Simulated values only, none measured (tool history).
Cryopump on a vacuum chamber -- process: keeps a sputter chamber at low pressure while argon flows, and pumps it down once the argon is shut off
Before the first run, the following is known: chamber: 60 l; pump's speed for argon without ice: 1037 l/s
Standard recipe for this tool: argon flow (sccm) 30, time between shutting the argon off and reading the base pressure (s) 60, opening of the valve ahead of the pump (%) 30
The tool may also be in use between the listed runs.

run     day  argon flow (sccm)  time between shutting the argon off and reading the base pressure (s)  opening of the valve ahead of the pump (%)  pressure while argon flows (Pa)  pressure after the wait (uPa)
  1   0.000                 30                                                                     60                                          30                           0.1664                           3.41
  2   0.342                 30                                                                     60                                          30                           0.1656                           3.47
  3   1.158                 30                                                                     60                                          30                           0.1659                           3.51
  4   1.692                 30                                                                     60                                          30                           0.1653                           3.53
  5   2.250                 17                                                                     60                                          30                           0.0942                           3.60
  6   2.883                 30                                                                     60                                          30                           0.1673                           3.55
  7   3.575                 30                                                                    234                                          30                           0.1667                           2.36
  8   3.971                 30                                                                    234                                          30                           0.1647                           2.47
  9   4.662                 30                                                                    234                                          30                           0.1671                           2.52
 10   5.454                 30                                                                    234                                          30                           0.1661                           2.54
 11   6.146                 30                                                                    234                                          30                           0.1684                           2.45
 12   6.921                 30                                                                    112                                          30                           0.1657                           2.96
 13   7.579                 18                                                                    112                                          30                           0.1012                           2.97
 14   8.308                 18                                                                    112                                          30                           0.0998                           3.14
 15   8.988                 30                                                                     60                                          25                           0.2002                           3.93
 16   9.496                 30                                                                     60                                          25                           0.2011                           3.97
 17   9.946                 33                                                                     60                                          25                           0.2203                           3.90
 18  10.404                 13                                                                     60                                          20                           0.1091                           3.90
 19  11.104                 32                                                                    180                                          30                           0.1815                           2.93
 20  11.446                 16                                                                    207                                          37                           0.0731                           2.87
 21  11.954                 30                                                                     60                                          39                           0.1321                           4.07

Run 22 is up next; what results do you expect?
 22  12.538                 13                                                                     54                                          30                                ?                              ?

Logged for run 22: pressure while argon flows (Pa) 0.0729, pressure after the wait (uPa) 4.18.
On a tool with no hidden condition, and with the same random variation, this run would have come out at pressure while argon flows (Pa) 0.0700, pressure after the wait (uPa) 2.01.
